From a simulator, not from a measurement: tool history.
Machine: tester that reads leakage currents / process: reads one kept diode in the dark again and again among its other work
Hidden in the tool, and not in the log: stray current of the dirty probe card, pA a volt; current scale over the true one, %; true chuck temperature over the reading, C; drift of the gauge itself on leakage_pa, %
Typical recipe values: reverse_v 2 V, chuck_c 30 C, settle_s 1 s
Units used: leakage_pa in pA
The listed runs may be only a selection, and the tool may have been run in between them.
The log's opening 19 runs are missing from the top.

run	hour	reverse_v	chuck_c	settle_s	hours of work since the probe card was cleaned	hours of work since the tester was calibrated	hours of work since the chuck was calibrated	leakage_pa
20	1142.1	2	30	1	898	64	531	114.56
21	1226.9	2.94	24	1	939	105	573	77.63
22	1298.2	9.49	46	0.89	974	140	607	652.95
23	1394.8	9.49	46	0.89	1021	187	655	650.78
# hour 1434.3: tester calibrated, once more
24	1493.9	3.25	56	7.37	1068	29	702	962.14
25	1543.6	3.25	31	0.41	1093	53	726	140.48
26	1607.3	2.56	28	0.66	1124	84	757	101.26
27	1672.3	2.56	28	0.66	1155	116	789	101.06
28	1718.8	13.27	40	7.57	1178	139	812	437.2
29	1799.7	2.67	47	1.07	1218	178	851	458.58
30	1857.3	5.03	22	0.41	1246	206	879	77.97
31	1911.6	5.03	22	0.41	1272	233	906	77.22
32	2004.1	7.33	30	0.46	1317	278	951	166.82
33	2086	7.33	30	0.46	1357	318	991	165.69
34	2125.9	1.07	30	1	1377	338	1010	87.96
35	2220.4	1.07	30	1	1423	384	1057	86.95
36	2292.4	4.29	30	0.63	1458	419	1092	136.19
37	2338.2	4.29	30	0.63	1480	441	1114	135.81
38	2381.8	2	30	1	1502	462	1135	105.45
39	2463.5	2	30	1	1541	502	1175	104.81
40	2514.3	9.53	30	2.99	1566	527	1200	172.88

Below are 4 alternative next runs, each starting from the tool's condition after run 40. Predict each:
A	2578.5	9.34	30	0.6	1598	558	1231	?
B	2578.5	6.13	30	2.99	1598	558	1231	?
C	2578.5	2.77	31	1	1598	558	1231	?
D	2578.5	9.53	39	2.99	1598	558	1231	?

run	leakage_pa
A	174.45
B	148.76
C	124.79
D	352.17
Take away the tool's hidden state, keep each run's random variation, and the runs would have read:
run	leakage_pa
A	196.53
B	170.23
C	145.27
D	404.51
